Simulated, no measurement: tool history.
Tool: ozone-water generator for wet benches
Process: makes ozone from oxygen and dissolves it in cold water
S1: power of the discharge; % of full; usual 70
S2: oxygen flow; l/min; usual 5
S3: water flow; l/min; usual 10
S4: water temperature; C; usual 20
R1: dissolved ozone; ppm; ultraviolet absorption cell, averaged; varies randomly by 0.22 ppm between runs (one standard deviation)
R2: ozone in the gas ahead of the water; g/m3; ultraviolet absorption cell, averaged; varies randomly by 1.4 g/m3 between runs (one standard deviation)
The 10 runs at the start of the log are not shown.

run	hour	S1	S2	S3	S4	R1	R2
11	1102.5	70	5	15	20	22.3	248.9
12	1235.3	70	5	15	20	22.4	249.3
13	1364.3	70	5	10	14	34.3	249.5
# hour 1443.6: contactor cleaned
14	1487.5	67	5	10	20	30.3	243.7
15	1551.5	75	5	10	20	32.9	257.7
16	1626.7	75	5	10	20	32.7	257.8
17	1720.6	75	2.91	10	20	36.6	366.8
18	1841.5	75	2.91	10	20	36.4	367.1
19	1924.9	62	2.57	6	20	48.3	355.6
20	2015.8	62	2.57	6	20	48.6	356.9
21	2162.7	60	7.92	15	27	16.3	167.4
22	2239.9	73	5.67	8	18	37.1	236.4
23	2393.2	73	5.67	8	18	37	233.4
24	2521.5	47	5.67	8	18	29.3	184.5
25	2628.4	59	5.67	8	21	30.8	207.8

Run 26 comes next. What will it give?
26	2740.2	70	5	7	20	?	?

{"run 26": {"R1": 38.7, "R2": 246.7}}
The same run, on a tool lacking any hidden state, would have yielded R1 40.5 ppm, R2 255.2 g/m3.

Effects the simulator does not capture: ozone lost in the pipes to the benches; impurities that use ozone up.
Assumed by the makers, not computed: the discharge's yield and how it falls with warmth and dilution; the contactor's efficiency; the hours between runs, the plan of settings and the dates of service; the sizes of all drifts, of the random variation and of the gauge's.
